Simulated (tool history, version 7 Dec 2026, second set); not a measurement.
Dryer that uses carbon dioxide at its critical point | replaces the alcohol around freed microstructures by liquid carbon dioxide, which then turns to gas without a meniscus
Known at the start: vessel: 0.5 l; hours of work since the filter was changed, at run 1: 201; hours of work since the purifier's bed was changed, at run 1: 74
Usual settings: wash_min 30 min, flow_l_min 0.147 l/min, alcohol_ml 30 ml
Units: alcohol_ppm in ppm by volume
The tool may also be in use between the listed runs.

run,day,wash_min,flow_l_min,alcohol_ml,hours of work since the filter was changed,hours of work since the purifier's bed was changed,alcohol_ppm
1,0.000,30,0.147,30,201,74,34
2,0.283,30,0.147,30,204,77,36
3,0.733,30,0.147,89,209,82,91
4,1.258,30,0.147,89,214,87,86
5,1.500,30,0.147,89,216,89,83
6,1.888,30,0.147,89,220,93,88
7,2.329,30,0.147,89,225,97,83
8,2.562,30,0.147,89,227,100,88
9,2.975,45,0.147,30,231,104,16
10,3.333,30,0.142,30,234,107,48
11,3.850,30,0.142,30,240,113,51
12,4.350,30,0.142,30,245,118,53
13,4.762,30,0.142,30,249,122,52
14,5.025,30,0.142,30,251,124,55
15,5.304,30,0.147,30,254,127,45
16,5.533,30,0.147,30,256,129,52
17,5.850,30,0.147,30,260,132,45
18,6.104,30,0.147,30,262,135,42
19,6.400,30,0.147,30,265,138,49
20,6.875,30,0.147,30,270,143,57
21,7.204,30,0.147,30,273,146,49
22,7.746,30,0.147,30,278,151,40
23,8.017,30,0.147,30,281,154,54
24,8.400,30,0.147,30,285,158,52
25,8.792,30,0.147,30,289,162,59
26,9.321,27,0.147,96,294,167,201
27,9.638,27,0.104,30,297,170,424
28,9.908,23,0.114,61,300,173,1168
29,10.371,23,0.114,61,305,177,1193
30,10.804,27,0.158,26,309,182,64
31,11.175,35,0.182,51,313,185,25
32,11.696,35,0.182,51,318,191,34
33,12.125,35,0.182,51,322,195,36
34,12.488,45,0.236,46,326,199,35
35,13.004,35,0.205,48,331,204,29
36,13.246,35,0.205,20,333,206,37
37,13.571,35,0.205,20,336,209,36
38,13.800,48,0.223,107,339,212,31
39,14.108,30,0.205,30,342,215,39
40,14.529,31,0.215,99,346,219,53
41,14.771,31,0.215,99,348,221,31
42,15.079,30,0.195,83,351,224,44
# day 15.362: inlet filter changed
43,15.383,30,0.195,83,0,227,50
44,15.650,30,0.195,83,3,230,50
45,15.883,19,0.195,31,5,232,117
46,16.288,19,0.195,31,9,236,110
47,16.554,23,0.104,31,12,239,747
48,17.021,26,0.211,32,16,243,36

Forecast each of these 3 alternatives for the next run:
A,17.312,30,0.101,30,19,246,?
B,17.312,46,0.211,43,19,246,?
C,17.312,20,0.237,30,19,246,?

run,alcohol_ppm
A,250
B,42
C,59
Without the tool's hidden state the same runs would have given:
run,alcohol_ppm
A,200
B,4
C,18
